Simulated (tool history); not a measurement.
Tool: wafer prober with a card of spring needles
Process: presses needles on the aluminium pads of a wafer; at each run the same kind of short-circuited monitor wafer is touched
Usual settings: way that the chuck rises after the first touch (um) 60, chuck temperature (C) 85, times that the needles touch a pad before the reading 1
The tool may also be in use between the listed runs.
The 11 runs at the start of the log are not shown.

run   hour  way that the chuck rises after the first touch (um)  chuck temperature (C)  times that the needles touch a pad before the reading  resistance of one needle with its contact and lead (mohm)  way that a needle slides on the pad (um)
      91.8  -- tips cleaned on abrasive film
 12   98.0                                                   60                     48                                                      1                                                        161                                     11.84
      99.4  -- tips cleaned on abrasive film
 13  103.7                                                   60                     48                                                      1                                                        166                                     11.86
     106.9  -- tips cleaned on abrasive film
 14  111.1                                                   60                     48                                                      1                                                        164                                     11.82
     114.6  -- tips cleaned on abrasive film
 15  116.8                                                   60                     48                                                      1                                                        166                                     11.69
     121.9  -- tips cleaned on abrasive film
 16  125.4                                                   60                     48                                                      1                                                        163                                     11.80
     129.4  -- tips cleaned on abrasive film
 17  132.7                                                   60                     37                                                      1                                                        163                                     11.86
     136.8  -- tips cleaned on abrasive film
 18  143.7                                                   51                     81                                                      1                                                        176                                     10.15
     144.8  -- tips cleaned on abrasive film
 19  151.7                                                   51                     81                                                      1                                                        175                                      9.97
     152.4  -- tips cleaned on abrasive film
 20  157.3                                                   51                     81                                                      1                                                        177                                     10.11
     160.2  -- tips cleaned on abrasive film
 21  166.1                                                   52                     42                                                      2                                                        169                                     10.32
     167.9  -- tips cleaned on abrasive film
 22  171.7                                                   60                     89                                                      1                                                        170                                     11.87
     175.6  -- tips cleaned on abrasive film
     183.3  -- tips cleaned on abrasive film
 23  183.7                                                   49                     85                                                      1                                                        177                                      9.79
     190.6  -- tips cleaned on abrasive film
 24  193.8                                                   49                     85                                                      1                                                        181                                      9.75
     198.7  -- tips cleaned on abrasive film
 25  201.0                                                   55                    116                                                      2                                                        179                                     10.90
     206.3  -- tips cleaned on abrasive film
 26  212.0                                                   43                    121                                                      2                                                        191                                      8.59
     213.9  -- tips cleaned on abrasive film
 27  216.9                                                   78                    122                                                      1                                                        173                                     15.55
     221.3  -- tips cleaned on abrasive film
 28  225.2                                                   78                    122                                                      1                                                        171                                     15.53
     229.0  -- tips cleaned on abrasive film
 29  230.6                                                   59                     85                                                      2                                                        173                                     11.80
     237.1  -- tips cleaned on abrasive film
 30  242.1                                                   45                     67                                                      2                                                        175                                      8.93
     244.8  -- tips cleaned on abrasive film
 31  248.2                                                   56                     49                                                      2                                                        167                                     11.12
     252.6  -- tips cleaned on abrasive film
 32  253.8                                                   69                    121                                                      1                                                        173                                     13.81

Predict each of these 5 candidate next runs independently; none follows another, all start after run 32:
     260.0  -- tips cleaned on abrasive film
  A  261.2                                                   52                     67                                                      3                                                          ?                                         ?
     260.0  -- tips cleaned on abrasive film
  B  261.2                                                   65                    110                                                      1                                                          ?                                         ?
     260.0  -- tips cleaned on abrasive film
  C  261.2                                                   50                     56                                                      1                                                          ?                                         ?
     260.0  -- tips cleaned on abrasive film
  D  261.2                                                   66                     63                                                      1                                                          ?                                         ?
     260.0  -- tips cleaned on abrasive film
  E  261.2                                                   60                     97                                                      1                                                          ?                                         ?

run  resistance of one needle with its contact and lead (mohm)  way that a needle slides on the pad (um)
  A                                                        169                                     10.36
  B                                                        174                                     12.93
  C                                                        169                                     10.03
  D                                                        164                                     13.07
  E                                                        176                                     11.97
With no hidden state in the tool, these same runs would have given:
run  resistance of one needle with its contact and lead (mohm)  way that a needle slides on the pad (um)
  A                                                        169                                     10.09
  B                                                        174                                     12.59
  C                                                        169                                      9.77
  D                                                        164                                     12.73
  E                                                        176                                     11.66
